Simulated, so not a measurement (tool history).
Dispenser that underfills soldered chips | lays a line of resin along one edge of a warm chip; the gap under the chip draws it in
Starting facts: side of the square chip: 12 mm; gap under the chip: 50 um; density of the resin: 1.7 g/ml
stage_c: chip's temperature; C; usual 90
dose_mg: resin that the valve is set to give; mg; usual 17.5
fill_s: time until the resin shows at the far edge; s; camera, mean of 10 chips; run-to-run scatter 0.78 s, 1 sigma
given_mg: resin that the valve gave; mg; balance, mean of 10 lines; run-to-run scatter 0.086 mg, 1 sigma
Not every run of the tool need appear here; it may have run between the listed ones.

| run | hour | stage_c | dose_mg | fill_s | given_mg |
|---|---|---|---|---|---|
| 1 | 0 | 90 | 17.5 | 84.2 | 16.81 |
| 2 | 6.4 | 104 | 17.5 | 68.2 | 16.94 |
|  | 8.8 | new syringe of resin |
| 3 | 11.6 | 90 | 15.7 | 96.2 | 15.08 |
|  | 18.2 | new syringe of resin |
| 4 | 18.2 | 93 | 17.5 | 67.2 | 16.53 |
|  | 25.2 | dispensing valve cleaned and set on the balance |
| 5 | 25.4 | 93 | 17.5 | 101.4 | 17.54 |
|  | 28.9 | new syringe of resin |
| 6 | 30.2 | 93 | 17.5 | 74.8 | 17.55 |
| 7 | 35.2 | 93 | 17.5 | 102.7 | 17.44 |
|  | 38.1 | new syringe of resin |
| 8 | 40.2 | 97 | 17.5 | 67.2 | 17.38 |
| 9 | 46.6 | 91 | 17.5 | 135.9 | 17.31 |
|  | 47.6 | new syringe of resin |
| 10 | 50.7 | 90 | 17.5 | 94.1 | 17.27 |
| 11 | 54.1 | 103 | 17.5 | 66.1 | 17.22 |
|  | 56.8 | new syringe of resin |
| 12 | 62.7 | 103 | 17.5 | 64.3 | 17.08 |
|  | 66.2 | new syringe of resin |
| 13 | 70.1 | 90 | 17.4 | 106.1 | 16.99 |
|  | 75.9 | new syringe of resin |
| 14 | 77.8 | 90 | 17.4 | 90.3 | 16.72 |
| 15 | 84.6 | 90 | 17.1 | 142 | 16.4 |
|  | 85.4 | new syringe of resin |
| 16 | 90.7 | 92 | 17.5 | 103.2 | 16.66 |
|  | 95 | new syringe of resin |
| 17 | 98.6 | 92 | 17.5 | 93.1 | 16.52 |
| 18 | 102.9 | 93 | 15.5 | 122.2 | 14.84 |
|  | 104.7 | new syringe of resin |
| 19 | 107.7 | 81 | 19.3 | 145.5 | 18.29 |
|  | 113.4 | dispensing valve cleaned and set on the balance |
|  | 114.9 | new syringe of resin |
| 20 | 116.3 | 89 | 16.9 | 90.2 | 17 |
|  | 124.6 | new syringe of resin |
| 21 | 124.8 | 93 | 17.5 | 71.7 | 17.37 |
| 22 | 130.9 | 93 | 15.9 | 109.5 | 15.81 |
|  | 133.9 | new syringe of resin |
| 23 | 137 | 103 | 19.7 | 53.1 | 19.39 |
|  | 143.4 | new syringe of resin |
| 24 | 145.1 | 100 | 18.5 | 56.8 | 18.09 |
| 25 | 149.5 | 100 | 18.5 | 74.6 | 17.96 |
|  | 152.9 | new syringe of resin |
| 26 | 153.4 | 100 | 18.5 | 51.8 | 18.14 |
| 27 | 157.7 | 101 | 16.9 | 67.8 | 16.39 |
| 28 | 161.3 | 77 | 17.5 | 263.6 | 16.88 |
|  | 162.6 | new syringe of resin |
| 29 | 169.7 | 75 | 19.7 | 259.2 | 18.86 |

Forecast run 30:
|  | 171.8 | new syringe of resin |
| 30 | 175.2 | 82 | 22.3 | ? | ? |

fill_s: 144.6 s
given_mg: 21.43 mg
Take away the tool's hidden state, keep the run-to-run variation as it was, and the same run would have given fill_s 103.3 s, given_mg 22.32 mg.

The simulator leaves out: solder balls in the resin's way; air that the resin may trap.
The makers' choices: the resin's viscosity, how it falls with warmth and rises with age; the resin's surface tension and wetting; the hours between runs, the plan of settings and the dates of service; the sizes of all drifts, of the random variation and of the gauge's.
